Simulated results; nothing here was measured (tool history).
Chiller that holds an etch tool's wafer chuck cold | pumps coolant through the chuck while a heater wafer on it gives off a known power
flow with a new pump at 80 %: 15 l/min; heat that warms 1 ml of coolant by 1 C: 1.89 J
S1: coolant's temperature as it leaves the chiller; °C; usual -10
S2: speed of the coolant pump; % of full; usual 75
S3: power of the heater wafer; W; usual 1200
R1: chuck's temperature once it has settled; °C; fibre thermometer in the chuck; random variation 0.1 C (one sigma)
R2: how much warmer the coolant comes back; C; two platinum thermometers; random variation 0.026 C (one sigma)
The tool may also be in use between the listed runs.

run    hour   S1  S2    S3    R1    R2
  1       0  -10  75  1200  -1.4  2.74
  2    39.2  -10  75  1200  -1.5  2.76
  3   100.7  -10  75  1745   2.5  4.02
  4   194.1  -10  75   764  -4.5  1.74
  5   273.9  -10  75   764  -4.5  1.78
  6   319.6  -10  75  1200  -1.5  2.77
  7   376.1   -5  75  1200   3.7  2.74
  8   415.8  -10  78  1200  -1.5  2.64
  9   503.7  -10  75  1200  -1.2  2.73
 10   549.3  -10  75  1200  -1.3  2.74
 11   601.2  -10  75  1200  -1.2  2.75
 12   681.9  -10  75  1200  -1.2  2.77
      687.2  -- chiller's thermometer calibrated
 13     764  -10  75  1200    -1  2.76
 14   851.2  -11  75   855  -4.5  1.96
 15   898.9   -7  75  1385     3  3.18
 16     990   -7  75  1385   3.1  3.16
     1055.1  -- chiller's thermometer calibrated, once more
 17  1055.7   -7  75  1385   3.5  3.19
 18  1109.4   -7  75  1385   3.3   3.2
 19  1179.1   -7  75  1385   3.3  3.16
 20    1231   -6  67  1543   6.6  4.04
 21  1297.5  -16  74  1343  -5.9  3.13
 22  1372.5  -16  92  1343  -7.2  2.59
 23    1441  -12  71   827  -5.5  2.02

4 ways to go on from here, each from the tool as it stands after run 23. What would each give?
  A  1514.5   -4  66  1200   ?   ?
  B  1514.5  -20  76   763   ?   ?
  C  1514.5  -17  75  1200   ?   ?
  D  1514.5  -18  75  1330   ?   ?

run     R1    R2
  A      6  3.21
  B  -14.4  1.71
  C     -8  2.78
  D   -8.3  3.11
Without the tool's hidden state the same runs would have given:
run     R1    R2
  A    4.5  3.12
  B  -15.3  1.67
  C   -9.3   2.7
  D   -9.7  3.02
